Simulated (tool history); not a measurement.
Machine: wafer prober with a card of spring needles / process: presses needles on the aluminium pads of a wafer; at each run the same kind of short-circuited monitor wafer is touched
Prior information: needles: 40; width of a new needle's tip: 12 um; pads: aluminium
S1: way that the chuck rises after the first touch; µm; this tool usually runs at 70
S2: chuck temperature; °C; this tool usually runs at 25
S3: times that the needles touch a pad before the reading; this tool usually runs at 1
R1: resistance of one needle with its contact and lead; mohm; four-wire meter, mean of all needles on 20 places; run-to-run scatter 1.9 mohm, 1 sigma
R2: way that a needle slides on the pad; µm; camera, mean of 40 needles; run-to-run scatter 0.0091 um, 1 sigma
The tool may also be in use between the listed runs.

run	hour	S1	S2	S3	R1	R2
1	0	70	25	1	196	11.27
# hour 12.6: tips cleaned on abrasive film
2	26.1	70	25	1	196	11.286
# hour 30.6: tips cleaned on abrasive film
# hour 49.4: tips cleaned on abrasive film
# hour 71.4: tips cleaned on abrasive film
3	78.9	70	25	1	198	11.294
# hour 90.2: tips cleaned on abrasive film
# hour 109.7: tips cleaned on abrasive film
# hour 128.5: tips cleaned on abrasive film
4	128.5	70	25	1	195	11.325
# hour 148.1: tips cleaned on abrasive film
5	153	70	32	1	198	11.317
# hour 167.1: tips cleaned on abrasive film
# hour 186.5: tips cleaned on abrasive film
6	199.6	70	32	1	196	11.336
# hour 205.4: tips cleaned on abrasive film
# hour 226.3: tips cleaned on abrasive film
# hour 238.4: height of the first contact set anew
7	242.4	70	32	1	198	11.364
# hour 245: tips cleaned on abrasive film
# hour 264.6: tips cleaned on abrasive film
# hour 283.1: tips cleaned on abrasive film
8	293.1	70	25	1	198	11.376
# hour 301.3: tips cleaned on abrasive film
# hour 322.6: tips cleaned on abrasive film
9	324.9	70	25	1	196	11.386
# hour 340.6: tips cleaned on abrasive film
10	348.2	70	25	1	193	11.403
# hour 362.5: tips cleaned on abrasive film
# hour 383.5: tips cleaned on abrasive film
11	383.9	70	25	1	196	11.4
# hour 403.8: tips cleaned on abrasive film
# hour 424: tips cleaned on abrasive film
12	430.6	70	25	1	194	11.411
# hour 441.9: tips cleaned on abrasive film
13	458.4	70	25	1	197	11.438
# hour 460.8: tips cleaned on abrasive film
# hour 479: tips cleaned on abrasive film
# hour 479.3: height of the first contact set anew
14	482.5	70	25	1	196	11.442
# hour 499: tips cleaned on abrasive film
# hour 519.7: tips cleaned on abrasive film
15	530.6	70	25	1	197	11.467
# hour 541.7: tips cleaned on abrasive film
# hour 561.3: tips cleaned on abrasive film
16	575.6	70	38	1	199	11.469
# hour 579.6: tips cleaned on abrasive film
# hour 599.4: tips cleaned on abrasive film
# hour 620.4: tips cleaned on abrasive film
17	623.3	70	38	1	201	11.487
# hour 642.5: tips cleaned on abrasive film
# hour 660.4: tips cleaned on abrasive film
18	672.9	57	25	1	197	9.362
# hour 678.7: tips cleaned on abrasive film
# hour 696.8: tips cleaned on abrasive film
# hour 718.1: tips cleaned on abrasive film
# hour 718.4: height of the first contact set anew
19	724.4	57	58	1	207	9.376
# hour 736.3: tips cleaned on abrasive film
20	749.9	86	58	3	201	14.161
# hour 754.4: tips cleaned on abrasive film
# hour 763.7: gauge calibrated
# hour 772.6: tips cleaned on abrasive film
21	784.7	53	58	2	208	8.533
# hour 792.8: tips cleaned on abrasive film
# hour 811.7: tips cleaned on abrasive film
# hour 831.6: tips cleaned on abrasive film
22	838.4	56	58	2	205	9.038
# hour 851.6: tips cleaned on abrasive film
# hour 870.5: tips cleaned on abrasive film
# hour 889.6: tips cleaned on abrasive film
23	891.9	58	27	1	196	9.381
# hour 910.1: tips cleaned on abrasive film
# hour 930.9: tips cleaned on abrasive film
24	934	58	27	1	200	9.398
# hour 948.7: tips cleaned on abrasive film
# hour 958.5: height of the first contact set anew
# hour 970.3: tips cleaned on abrasive film
25	987.7	88	109	2	211	14.262
# hour 991: tips cleaned on abrasive film
# hour 1009.1: tips cleaned on abrasive film
26	1023.2	70	47	2	200	11.365
# hour 1028.3: tips cleaned on abrasive film
# hour 1046.4: tips cleaned on abrasive film
27	1064	79	35	1	198	12.848
# hour 1066.5: tips cleaned on abrasive film
# hour 1085.2: tips cleaned on abrasive film
# hour 1106.4: tips cleaned on abrasive film
28	1116.6	63	35	2	198	10.255
# hour 1127.7: tips cleaned on abrasive film
# hour 1148.5: tips cleaned on abrasive film
# hour 1166.5: tips cleaned on abrasive film
29	1166.5	66	35	3	196	10.772

Results for each run, recomputed without the tool's hidden state and with each run's random variation untouched:
The hidden state here: debris on the tips, nm; way that the needles fall short of the set height, um; tips' diameter, um; drift of the gauge itself on contact_mohm, %; drift of the gauge itself on scrub_um, %.
run	R2
1	11.27
2	11.277
3	11.267
4	11.282
5	11.265
6	11.268
7	11.28
8	11.275
9	11.274
10	11.283
11	11.268
12	11.263
13	11.282
14	11.275
15	11.284
16	11.271
17	11.272
18	9.173
19	9.172
20	13.842
21	8.528
22	9.019
23	9.346
24	9.351
25	14.164
26	11.276
27	12.731
28	10.146
29	10.642
R1: differs from the measured result by no more than 1 mohm in any run.
